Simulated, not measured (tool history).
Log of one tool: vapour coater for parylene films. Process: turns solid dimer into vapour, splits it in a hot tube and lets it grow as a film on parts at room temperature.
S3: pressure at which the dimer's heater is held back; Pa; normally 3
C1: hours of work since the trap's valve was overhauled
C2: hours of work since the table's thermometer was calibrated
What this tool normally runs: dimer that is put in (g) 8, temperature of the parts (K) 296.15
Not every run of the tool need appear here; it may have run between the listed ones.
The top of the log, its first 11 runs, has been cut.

run 12 hour=594.7 | dimer_that_is_put_in_(g)=9 temperature_of_the_parts_(K)=296.15 S3=3 | C1=560 C2=1572 | thickness_of_the_film_(µm)=7.05
-- hour=633.8 trap's valve overhauled
run 13 hour=633.8 | dimer_that_is_put_in_(g)=9 temperature_of_the_parts_(K)=296.15 S3=3 | C1=0 C2=1595 | thickness_of_the_film_(µm)=7.03
run 14 hour=682 | dimer_that_is_put_in_(g)=9 temperature_of_the_parts_(K)=296.15 S3=3 | C1=31 C2=1626 | thickness_of_the_film_(µm)=7.05
run 15 hour=736.5 | dimer_that_is_put_in_(g)=8 temperature_of_the_parts_(K)=296.15 S3=3 | C1=66 C2=1661 | thickness_of_the_film_(µm)=6.29
run 16 hour=780.4 | dimer_that_is_put_in_(g)=6 temperature_of_the_parts_(K)=296.15 S3=3 | C1=95 C2=1690 | thickness_of_the_film_(µm)=4.65
run 17 hour=846 | dimer_that_is_put_in_(g)=8 temperature_of_the_parts_(K)=296.15 S3=3 | C1=137 C2=1732 | thickness_of_the_film_(µm)=6.23
run 18 hour=895.4 | dimer_that_is_put_in_(g)=8 temperature_of_the_parts_(K)=296.15 S3=3 | C1=169 C2=1764 | thickness_of_the_film_(µm)=6.27
run 19 hour=940.3 | dimer_that_is_put_in_(g)=7 temperature_of_the_parts_(K)=296.15 S3=3 | C1=198 C2=1793 | thickness_of_the_film_(µm)=5.41
run 20 hour=985.4 | dimer_that_is_put_in_(g)=8 temperature_of_the_parts_(K)=296.15 S3=2.65 | C1=228 C2=1822 | thickness_of_the_film_(µm)=6.35
run 21 hour=1044.6 | dimer_that_is_put_in_(g)=8 temperature_of_the_parts_(K)=296.15 S3=2.65 | C1=266 C2=1861 | thickness_of_the_film_(µm)=6.39
run 22 hour=1077.9 | dimer_that_is_put_in_(g)=4 temperature_of_the_parts_(K)=294.15 S3=7.98 | C1=288 C2=1882 | thickness_of_the_film_(µm)=2.81
run 23 hour=1136.5 | dimer_that_is_put_in_(g)=4 temperature_of_the_parts_(K)=294.15 S3=7.98 | C1=325 C2=1920 | thickness_of_the_film_(µm)=2.83
-- hour=1171.1 table's thermometer calibrated
run 24 hour=1172.6 | dimer_that_is_put_in_(g)=4 temperature_of_the_parts_(K)=299.15 S3=2.09 | C1=348 C2=1 | thickness_of_the_film_(µm)=2.95
run 25 hour=1216.4 | dimer_that_is_put_in_(g)=4 temperature_of_the_parts_(K)=299.15 S3=2.09 | C1=377 C2=29 | thickness_of_the_film_(µm)=2.92
run 26 hour=1244.3 | dimer_that_is_put_in_(g)=8 temperature_of_the_parts_(K)=302.15 S3=6.77 | C1=395 C2=47 | thickness_of_the_film_(µm)=4.24
run 27 hour=1276.2 | dimer_that_is_put_in_(g)=4 temperature_of_the_parts_(K)=302.15 S3=6.77 | C1=415 C2=68 | thickness_of_the_film_(µm)=2.08
run 28 hour=1343.7 | dimer_that_is_put_in_(g)=4 temperature_of_the_parts_(K)=295.15 S3=11.8 | C1=459 C2=112 | thickness_of_the_film_(µm)=2.58
run 29 hour=1372.5 | dimer_that_is_put_in_(g)=4 temperature_of_the_parts_(K)=295.15 S3=11.8 | C1=478 C2=130 | thickness_of_the_film_(µm)=2.59
run 30 hour=1411.1 | dimer_that_is_put_in_(g)=6 temperature_of_the_parts_(K)=295.15 S3=6.36 | C1=503 C2=155 | thickness_of_the_film_(µm)=4.25
run 31 hour=1470.2 | dimer_that_is_put_in_(g)=3 temperature_of_the_parts_(K)=297.15 S3=3 | C1=541 C2=194 | thickness_of_the_film_(µm)=2.26
run 32 hour=1505.6 | dimer_that_is_put_in_(g)=7 temperature_of_the_parts_(K)=289.15 S3=3 | C1=564 C2=217 | thickness_of_the_film_(µm)=7.34
-- hour=1537.8 trap's valve overhauled
run 33 hour=1554.7 | dimer_that_is_put_in_(g)=6 temperature_of_the_parts_(K)=307.15 S3=8.3 | C1=11 C2=246 | thickness_of_the_film_(µm)=2.47
run 34 hour=1587.4 | dimer_that_is_put_in_(g)=5 temperature_of_the_parts_(K)=293.15 S3=4.7 | C1=32 C2=267 | thickness_of_the_film_(µm)=4.09

Run 35, settings as shown, results not yet in. Your forecast:
run 35 hour=1647.4 | dimer_that_is_put_in_(g)=8 temperature_of_the_parts_(K)=300.15 S3=3 | C1=71 C2=306 | thickness_of_the_film_(µm)=?

thickness of the film (µm): 5.19
Minus the tool's unlogged condition, the same run would have read thickness of the film (µm) 5.19.
